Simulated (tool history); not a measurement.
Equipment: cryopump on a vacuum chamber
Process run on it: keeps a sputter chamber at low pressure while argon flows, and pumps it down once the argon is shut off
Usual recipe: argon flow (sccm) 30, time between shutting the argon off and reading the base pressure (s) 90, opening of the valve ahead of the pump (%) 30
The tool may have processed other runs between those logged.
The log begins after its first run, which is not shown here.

run	hour	argon flow (sccm)	time between shutting the argon off and reading the base pressure (s)	opening of the valve ahead of the pump (%)	pressure while argon flows (Pa)	pressure after the wait (uPa)
2	25.8	30	97	30	0.1502	1.20
3	37.2	30	97	30	0.1510	1.23
# hour 44.1: pump warmed up, emptied and cooled again
4	61.6	30	97	30	0.1405	1.10
5	73.1	30	97	30	0.1406	1.10
6	86.6	30	97	30	0.1407	1.10
7	100.1	30	90	30	0.1408	1.09
8	118.6	30	90	30	0.1409	1.15
9	136.3	30	90	30	0.1429	1.15
10	151.4	32	90	30	0.1524	1.15
11	163.3	30	90	30	0.1417	1.17
12	189.9	20	90	30	0.0952	1.12
13	210.4	30	55	30	0.1428	1.42
14	225.5	13	55	30	0.0625	1.39
15	236.3	13	55	30	0.0611	1.44
16	253.0	13	55	30	0.0632	1.49
17	270.6	13	55	30	0.0628	1.51
18	294.3	57	90	20	0.4067	1.21
19	316.3	57	260	20	0.4072	0.98
20	330.9	57	260	20	0.4068	1.02

Forecast run 21:
21	356.3	17	287	30	?	?

pressure while argon flows (Pa): 0.0813
pressure after the wait (uPa): 0.99
On a tool with no hidden condition, and with the same random variation, this run would have come out at pressure while argon flows (Pa) 0.0785, pressure after the wait (uPa) 0.37.
